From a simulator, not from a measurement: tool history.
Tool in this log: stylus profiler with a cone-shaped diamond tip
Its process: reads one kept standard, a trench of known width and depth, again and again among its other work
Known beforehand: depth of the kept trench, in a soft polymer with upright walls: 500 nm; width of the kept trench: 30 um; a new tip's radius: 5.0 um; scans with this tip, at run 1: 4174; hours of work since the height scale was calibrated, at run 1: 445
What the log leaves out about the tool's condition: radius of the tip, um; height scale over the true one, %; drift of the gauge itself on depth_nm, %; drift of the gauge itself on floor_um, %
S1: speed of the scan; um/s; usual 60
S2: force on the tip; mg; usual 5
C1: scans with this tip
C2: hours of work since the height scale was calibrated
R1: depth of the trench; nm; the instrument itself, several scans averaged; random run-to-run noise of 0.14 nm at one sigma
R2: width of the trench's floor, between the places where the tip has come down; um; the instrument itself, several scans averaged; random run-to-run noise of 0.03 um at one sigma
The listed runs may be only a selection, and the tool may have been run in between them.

| run | hour | S1 | S2 | C1 | C2 | R1 | R2 |
|---|---|---|---|---|---|---|---|
| 1 | 0 | 60 | 5 | 4174 | 445 | 508.93 | 24.89 |
| 2 | 55.4 | 60 | 5 | 4455 | 475 | 508.93 | 24.87 |
| 3 | 119.2 | 60 | 5 | 4779 | 509 | 508.45 | 24.88 |
| 4 | 237.3 | 60 | 5 | 5379 | 573 | 508.77 | 24.75 |
| 5 | 310.2 | 60 | 5 | 5750 | 612 | 508.35 | 24.73 |
| 6 | 406.5 | 60 | 5 | 6239 | 665 | 508.39 | 24.65 |
| 7 | 460 | 60 | 5 | 6511 | 694 | 508.55 | 24.62 |
| 8 | 522.3 | 60 | 2.43 | 6827 | 727 | 505.04 | 24.51 |
| 9 | 597.2 | 60 | 2.43 | 7207 | 768 | 504.94 | 24.47 |
| 10 | 710.2 | 60 | 5 | 7781 | 829 | 508.16 | 24.5 |
| 11 | 795.4 | 60 | 5 | 8214 | 875 | 508.14 | 24.42 |
| 12 | 874 | 80 | 5 | 8613 | 918 | 508.08 | 24.32 |
| 13 | 1000.8 | 149 | 5 | 9257 | 986 | 508.26 | 24.06 |
| 14 | 1076.4 | 149 | 5 | 9641 | 1027 | 507.75 | 24.02 |
| 15 | 1159.9 | 60 | 5 | 10065 | 1072 | 507.81 | 24.18 |
| 16 | 1278.3 | 80 | 5 | 10667 | 1136 | 507.83 | 24.1 |
| 17 | 1384.2 | 60 | 7.11 | 11205 | 1194 | 510.35 | 24.13 |
| 18 | 1438.7 | 60 | 7.11 | 11482 | 1223 | 510.38 | 24.13 |
| 19 | 1558.6 | 43 | 5 | 12091 | 1288 | 507.64 | 24.02 |
| 20 | 1663.2 | 43 | 5 | 12622 | 1345 | 507.68 | 24.01 |
| 21 | 1721.8 | 43 | 5 | 12919 | 1376 | 507.55 | 23.93 |
| 22 | 1792.8 | 22 | 5 | 13280 | 1415 | 507.51 | 23.95 |
| 23 | 1894.7 | 22 | 5 | 13798 | 1470 | 507.51 | 23.89 |
| 24 | 1978.5 | 22 | 5 | 14223 | 1515 | 507.21 | 23.83 |
| 25 | 2036.9 | 35 | 6.54 | 14520 | 1547 | 509.1 | 23.78 |
| 26 | 2119.8 | 150 | 5.58 | 14941 | 1592 | 507.76 | 23.47 |
| 27 | 2230 | 111 | 6.04 | 15501 | 1651 | 508.25 | 23.51 |
| 28 | 2349.2 | 111 | 6.04 | 16106 | 1716 | 508.29 | 23.43 |
| 29 | 2430.9 | 40 | 1.97 | 16522 | 1760 | 502.69 | 23.47 |
|  | 2536.5 | height scale calibrated on a step standard |
| 30 | 2539.5 | 164 | 9.05 | 17071 | 2 | 513.66 | 23.22 |
| 31 | 2625.2 | 140 | 2.17 | 17506 | 48 | 505.21 | 23.02 |
| 32 | 2692.7 | 52 | 2.88 | 17848 | 85 | 506.38 | 23.33 |
| 33 | 2814.2 | 52 | 2.88 | 18466 | 150 | 506.02 | 23.28 |
| 34 | 2910.8 | 175 | 6.57 | 18957 | 203 | 510.81 | 23.05 |
| 35 | 3006.7 | 38 | 9.43 | 19443 | 254 | 513.86 | 23.3 |
| 36 | 3114.9 | 54 | 9.43 | 19993 | 313 | 513.67 | 23.2 |
| 37 | 3232.3 | 150 | 5 | 20589 | 377 | 508.77 | 22.88 |
| 38 | 3306.9 | 29 | 14.71 | 20968 | 417 | 518.51 | 23.18 |
| 39 | 3431.7 | 113 | 11.86 | 21602 | 484 | 515.89 | 23.08 |
| 40 | 3550.8 | 208 | 12.81 | 22207 | 549 | 516.6 | 22.77 |
| 41 | 3668.7 | 208 | 12.81 | 22806 | 613 | 516.87 | 22.75 |
| 42 | 3745.3 | 16 | 3.52 | 23195 | 654 | 506.6 | 23.05 |

Expected results for the next run?
| 43 | 3832.1 | 208 | 4.03 | 23636 | 701 | ? | ? |

R1: 507.12 nm
R2: 22.39 um
Were there no unlogged condition in the tool, this run, its random variation unchanged, would have produced R1 508.18 nm, R2 25.06 um.
